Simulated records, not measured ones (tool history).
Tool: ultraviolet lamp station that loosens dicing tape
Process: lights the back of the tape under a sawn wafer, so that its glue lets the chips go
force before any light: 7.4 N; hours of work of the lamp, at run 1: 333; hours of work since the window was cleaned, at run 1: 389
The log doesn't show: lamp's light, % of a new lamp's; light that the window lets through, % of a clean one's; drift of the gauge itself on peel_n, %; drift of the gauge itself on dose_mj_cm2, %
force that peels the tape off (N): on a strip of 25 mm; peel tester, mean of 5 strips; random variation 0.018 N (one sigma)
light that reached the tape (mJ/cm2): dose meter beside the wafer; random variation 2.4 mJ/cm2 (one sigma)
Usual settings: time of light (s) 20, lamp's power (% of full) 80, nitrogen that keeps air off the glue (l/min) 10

run   hour  time of light (s)  lamp's power (% of full)  nitrogen that keeps air off the glue (l/min)  hours of work of the lamp  hours of work since the window was cleaned  force that peels the tape off (N)  light that reached the tape (mJ/cm2)
  1    0.0                 20                        80                                            10                        333                                         389                              1.329                                   211
  2   26.2                 20                        80                                            10                        352                                         407                              1.377                                   207
  3   47.2                 20                        80                                            10                        367                                         422                              1.391                                   206
  4   68.3                 20                        80                                            10                        382                                         437                              1.368                                   205
  5   90.5                 25                        80                                            10                        397                                         453                              0.963                                   255
  6  103.6                 25                        80                                            11                        407                                         462                              0.934                                   257
  7  115.9                 25                        80                                            11                        415                                         471                              0.931                                   247
  8  142.3                 25                        80                                            11                        434                                         489                              0.977                                   247
  9  154.7                 29                        80                                            10                        443                                         498                              0.804                                   282
     172.8  -- window cleaned of glue's vapour
 10  177.1                 29                        80                                            10                        458                                           3                              0.612                                   316
 11  198.3                 11                        80                                            10                        473                                          18                              2.817                                   121
 12  222.8                 20                        80                                             6                        491                                          35                              1.670                                   218
 13  244.4                 12                        94                                            10                        506                                          51                              2.154                                   148
 14  257.2                 12                        80                                            10                        515                                          60                              2.675                                   128
 15  280.5                 12                        80                                            10                        532                                          76                              2.584                                   123
 16  306.0                 13                        66                                             6                        550                                          94                              3.414                                   115

Forecast run 17:
 17  320.3                 11                        92                                            10                        560                                         104                                  ?                                     ?

force that peels the tape off (N): 2.505
light that reached the tape (mJ/cm2): 133
Without the tool's hidden state the same run would have given force that peels the tape off (N) 1.828, light that reached the tape (mJ/cm2) 172.
